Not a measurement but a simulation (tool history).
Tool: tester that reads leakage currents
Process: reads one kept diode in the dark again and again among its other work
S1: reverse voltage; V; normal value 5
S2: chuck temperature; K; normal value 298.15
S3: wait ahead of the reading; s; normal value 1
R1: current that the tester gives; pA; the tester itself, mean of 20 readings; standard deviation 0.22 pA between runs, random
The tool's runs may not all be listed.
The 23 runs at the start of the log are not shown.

run	day	S1	S2	S3	R1
24	88.208	1.16	298.15	1	31.98
25	91.521	4.59	299.15	1.15	78.38
26	93.879	4.59	299.15	1.15	78.94
27	97.792	5	294.15	1.24	56.44
28	100.171	5	299.15	3.78	82.06
29	103.346	5	299.15	3.78	82.27
30	106.033	5	307.15	0.51	153.32
31	110.962	5	306.15	1	140.73
32	114.275	3.82	324.15	1.82	421.24
33	116.925	3.82	324.15	1.82	421.78
34	119.879	3.82	324.15	1.82	424.73
35	123.704	3.82	324.15	1.82	421.05
36	128.275	1.37	322.15	1	203.56
37	131.738	1.6	304.15	6.77	61.97
# day 132.479: probe card cleaned and baked
38	134.146	1.6	324.15	2.58	254.32
39	139.138	4.06	301.15	3.48	85.25

Each row is a separate what-if for the run after 39, all from the same tool condition, not one after another. Results?
A	142.838	19.82	314.15	4.7	?
B	142.838	19.6	295.15	3.48	?
C	142.838	1.91	298.15	1.58	?
D	142.838	5	298.15	0.46	?

run	R1
A	568.55
B	135.94
C	43.74
D	80.2
Had the tool no hidden state, the same runs would have come out as:
run	R1
A	521.35
B	122.96
C	39.69
D	73.1

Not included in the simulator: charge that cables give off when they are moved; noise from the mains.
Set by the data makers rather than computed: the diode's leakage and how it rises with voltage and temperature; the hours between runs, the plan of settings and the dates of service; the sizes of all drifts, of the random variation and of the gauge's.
